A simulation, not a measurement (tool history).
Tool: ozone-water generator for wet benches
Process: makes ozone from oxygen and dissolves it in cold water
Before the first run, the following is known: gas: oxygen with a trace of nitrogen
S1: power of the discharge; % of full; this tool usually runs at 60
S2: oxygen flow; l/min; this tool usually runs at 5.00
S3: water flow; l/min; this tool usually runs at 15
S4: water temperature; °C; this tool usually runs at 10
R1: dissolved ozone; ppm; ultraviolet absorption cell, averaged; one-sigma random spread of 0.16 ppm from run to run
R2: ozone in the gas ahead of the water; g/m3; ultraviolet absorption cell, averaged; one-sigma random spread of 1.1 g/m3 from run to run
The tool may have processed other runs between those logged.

run,day,S1,S2,S3,S4,R1,R2
1,0.000,60,5.00,15,10,20.5,180.8
2,0.858,60,6.08,15,10,20.9,168.4
3,2.108,60,5.00,15,10,20.3,181.7
4,3.150,40,5.00,15,10,16.0,145.1
5,4.079,40,5.00,15,10,16.0,142.5
6,5.396,40,5.00,15,10,16.0,142.1
7,6.142,60,5.00,21,10,15.1,181.7
8,7.683,60,5.00,10,10,27.5,181.8
9,8.971,50,5.00,15,10,18.0,163.5
10,10.554,50,5.00,15,10,18.2,163.5
11,11.392,40,5.00,15,10,16.0,143.1
12,12.217,60,5.00,15,10,20.0,182.7
13,13.829,60,8.33,15,10,21.3,148.1
14,15.329,60,8.33,15,10,21.1,149.1
15,16.458,60,8.33,15,6,22.5,149.9
16,17.392,60,8.33,15,6,22.7,149.8
17,18.079,60,5.00,15,10,20.0,180.7
18,19.400,77,6.97,10,9,32.6,184.3
19,20.896,77,2.93,15,9,20.6,256.6
20,22.492,77,2.93,15,9,20.8,255.9
21,23.779,84,2.68,9,8,34.7,282.1
22,24.650,51,5.00,10,10,24.7,161.2
23,25.804,51,5.00,12,10,21.7,162.1
24,27.258,51,5.00,12,10,21.7,162.2
25,28.288,94,4.64,18,10,21.4,243.3
26,29.362,94,4.64,18,10,21.6,237.6
27,30.967,69,2.92,18,10,15.7,238.7
28,32.058,69,2.92,23,10,12.3,237.4
29,33.721,44,3.58,22,11,10.3,169.6
30,35.283,60,5.00,23,14,12.7,177.3
31,36.079,79,2.82,20,14,14.4,259.8
32,37.158,87,4.27,24,5,16.1,236.8
33,37.879,87,4.27,24,5,15.9,236.1

Measured minus without-hidden-state, run by run (identical run-to-run variation in each term; gauge scatter may differ):
Unlogged tool condition in this case: yield of the discharge, % of new electrodes'; contactor's efficiency, % of a clean one's; true water temperature over the reading, C; drift of the gauge itself on ozone_ppm, %; drift of the gauge itself on gas_g_m3, %.
run,R1,R2
1,-0.6,-4.3
2,-0.7,-4.2
3,-0.6,-4.6
4,-0.5,-2.7
5,-0.4,-2.8
6,-0.4,-2.8
7,-0.5,-5.1
8,-1.1,-5.2
9,-0.7,-4.3
10,-0.7,-4.4
11,-0.5,-3.3
12,-0.9,-5.8
13,-1.0,-4.8
14,-1.0,-5.0
15,-1.1,-5.1
16,-1.2,-5.2
17,-1.0,-6.4
18,-1.9,-7.9
19,-1.2,-11.3
20,-1.2,-11.5
21,-2.2,-13.7
22,-1.3,-5.7
23,-1.2,-5.9
24,-1.2,-6.0
25,-1.5,-13.5
26,-1.6,-13.3
27,-1.1,-11.5
28,-0.8,-11.7
29,-0.6,-6.2
30,-0.9,-8.3
31,-1.2,-14.5
32,-1.3,-14.3
33,-1.3,-14.4

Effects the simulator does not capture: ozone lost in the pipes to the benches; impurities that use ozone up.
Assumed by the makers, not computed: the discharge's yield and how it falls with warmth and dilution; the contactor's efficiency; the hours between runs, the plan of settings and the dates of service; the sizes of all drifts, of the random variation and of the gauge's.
